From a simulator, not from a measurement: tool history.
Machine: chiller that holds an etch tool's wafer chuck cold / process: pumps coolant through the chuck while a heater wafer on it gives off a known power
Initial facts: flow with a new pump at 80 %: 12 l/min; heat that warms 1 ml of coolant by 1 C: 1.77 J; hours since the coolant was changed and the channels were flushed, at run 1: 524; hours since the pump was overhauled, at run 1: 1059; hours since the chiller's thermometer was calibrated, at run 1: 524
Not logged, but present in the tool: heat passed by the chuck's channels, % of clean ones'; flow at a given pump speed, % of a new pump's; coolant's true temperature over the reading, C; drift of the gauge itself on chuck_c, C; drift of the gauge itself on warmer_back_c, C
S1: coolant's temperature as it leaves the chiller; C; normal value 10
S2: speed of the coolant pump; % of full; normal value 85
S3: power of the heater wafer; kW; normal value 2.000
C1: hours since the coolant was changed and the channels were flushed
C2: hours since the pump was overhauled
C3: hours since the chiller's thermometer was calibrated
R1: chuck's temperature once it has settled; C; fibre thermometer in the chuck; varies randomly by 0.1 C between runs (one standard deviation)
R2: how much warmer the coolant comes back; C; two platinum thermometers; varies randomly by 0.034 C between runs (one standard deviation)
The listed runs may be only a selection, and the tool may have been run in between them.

{"run": 1, "hour": 0.0, "S1": 10, "S2": 85, "S3": 2.0, "C1": 524, "C2": 1059, "C3": 524, "R1": 26.7, "R2": 5.24}
{"run": 2, "hour": 95.7, "S1": 10, "S2": 85, "S3": 2.0, "C1": 620, "C2": 1155, "C3": 620, "R1": 26.8, "R2": 5.28}
{"run": 3, "hour": 182.2, "S1": 10, "S2": 84, "S3": 2.0, "C1": 707, "C2": 1241, "C3": 707, "R1": 27.0, "R2": 5.34}
{"run": 4, "hour": 305.3, "S1": 10, "S2": 84, "S3": 2.0, "C1": 830, "C2": 1364, "C3": 830, "R1": 27.0, "R2": 5.38}
{"run": 5, "hour": 400.4, "S1": 10, "S2": 85, "S3": 2.108, "C1": 925, "C2": 1459, "C3": 925, "R1": 27.7, "R2": 5.59}
{"run": 6, "hour": 519.1, "S1": 10, "S2": 85, "S3": 2.0, "C1": 1044, "C2": 1578, "C3": 1044, "R1": 27.0, "R2": 5.32}
{"run": 7, "hour": 614.6, "S1": 10, "S2": 85, "S3": 2.0, "C1": 1139, "C2": 1674, "C3": 1139, "R1": 27.0, "R2": 5.28}
{"run": 8, "hour": 741.7, "S1": 10, "S2": 85, "S3": 2.0, "C1": 1266, "C2": 1801, "C3": 1266, "R1": 26.8, "R2": 5.23}
{"run": 9, "hour": 830.2, "S1": 15, "S2": 85, "S3": 2.0, "C1": 1355, "C2": 1889, "C3": 1355, "R1": 31.8, "R2": 5.33}
{"run": 10, "hour": 904.1, "S1": 15, "S2": 85, "S3": 2.0, "C1": 1429, "C2": 1963, "C3": 1429, "R1": 32.0, "R2": 5.32}
{"run": 11, "hour": 1024.0, "S1": 15, "S2": 85, "S3": 2.0, "C1": 1548, "C2": 2083, "C3": 1548, "R1": 31.7, "R2": 5.38}
{"run": 12, "hour": 1093.8, "S1": 15, "S2": 85, "S3": 2.0, "C1": 1618, "C2": 2153, "C3": 1618, "R1": 31.9, "R2": 5.37}
{"run": 13, "hour": 1220.5, "S1": 4, "S2": 80, "S3": 1.415, "C1": 1745, "C2": 2280, "C3": 1745, "R1": 16.5, "R2": 4.06}
{"run": 14, "hour": 1338.7, "S1": 2, "S2": 94, "S3": 1.315, "C1": 1863, "C2": 2398, "C3": 1863, "R1": 12.1, "R2": 3.22}
{"run": 15, "hour": 1440.9, "S1": 16, "S2": 65, "S3": 2.266, "C1": 1965, "C2": 2500, "C3": 1965, "R1": 40.3, "R2": 8.15}
{"run": 16, "hour": 1529.6, "S1": 16, "S2": 65, "S3": 2.266, "C1": 2054, "C2": 2589, "C3": 2054, "R1": 40.1, "R2": 8.12}
{"run": 17, "hour": 1598.4, "S1": 18, "S2": 80, "S3": 2.266, "C1": 2123, "C2": 2657, "C3": 2123, "R1": 37.9, "R2": 6.57}
{"run": 18, "hour": 1716.0, "S1": 10, "S2": 85, "S3": 1.24, "C1": 2240, "C2": 2775, "C3": 2240, "R1": 20.5, "R2": 3.4}
{"run": 19, "hour": 1804.8, "S1": 10, "S2": 85, "S3": 1.24, "C1": 2329, "C2": 2864, "C3": 2329, "R1": 20.5, "R2": 3.4}
{"run": 20, "hour": 1895.1, "S1": 10, "S2": 65, "S3": 1.24, "C1": 2420, "C2": 2954, "C3": 2420, "R1": 23.3, "R2": 4.49}
{"run": 21, "hour": 1961.2, "S1": 3, "S2": 85, "S3": 2.0, "C1": 2486, "C2": 3020, "C3": 2486, "R1": 19.8, "R2": 5.41}
{"run": 22, "hour": 2046.7, "S1": 13, "S2": 96, "S3": 2.666, "C1": 2571, "C2": 3106, "C3": 2571, "R1": 33.2, "R2": 6.32}
{"run": 23, "hour": 2143.4, "S1": 3, "S2": 97, "S3": 2.294, "C1": 2668, "C2": 3202, "C3": 2668, "R1": 20.2, "R2": 5.4}
{"run": 24, "hour": 2200.2, "S1": 3, "S2": 97, "S3": 2.294, "C1": 2725, "C2": 3259, "C3": 2725, "R1": 20.1, "R2": 5.45}

Forecast each of these 4 alternatives for the next run:
{"run": "A", "hour": 2257.6, "S1": 3, "S2": 73, "S3": 2.895, "C1": 2782, "C2": 3317, "C3": 2782, "R1": "?", "R2": "?"}
{"run": "B", "hour": 2257.6, "S1": 11, "S2": 97, "S3": 2.982, "C1": 2782, "C2": 3317, "C3": 2782, "R1": "?", "R2": "?"}
{"run": "C", "hour": 2257.6, "S1": 10, "S2": 85, "S3": 2.621, "C1": 2782, "C2": 3317, "C3": 2782, "R1": "?", "R2": "?"}
{"run": "D", "hour": 2257.6, "S1": 9, "S2": 97, "S3": 2.294, "C1": 2782, "C2": 3317, "C3": 2782, "R1": "?", "R2": "?"}

run=A R1=31.1 R2=9.24
run=B R1=33.0 R2=6.95
run=C R1=32.2 R2=7.03
run=D R1=26.1 R2=5.42
Had the tool no hidden state, the same runs would have come out as:
run=A R1=31.0 R2=9.09
run=B R1=33.0 R2=6.80
run=C R1=32.2 R2=6.88
run=D R1=26.1 R2=5.27
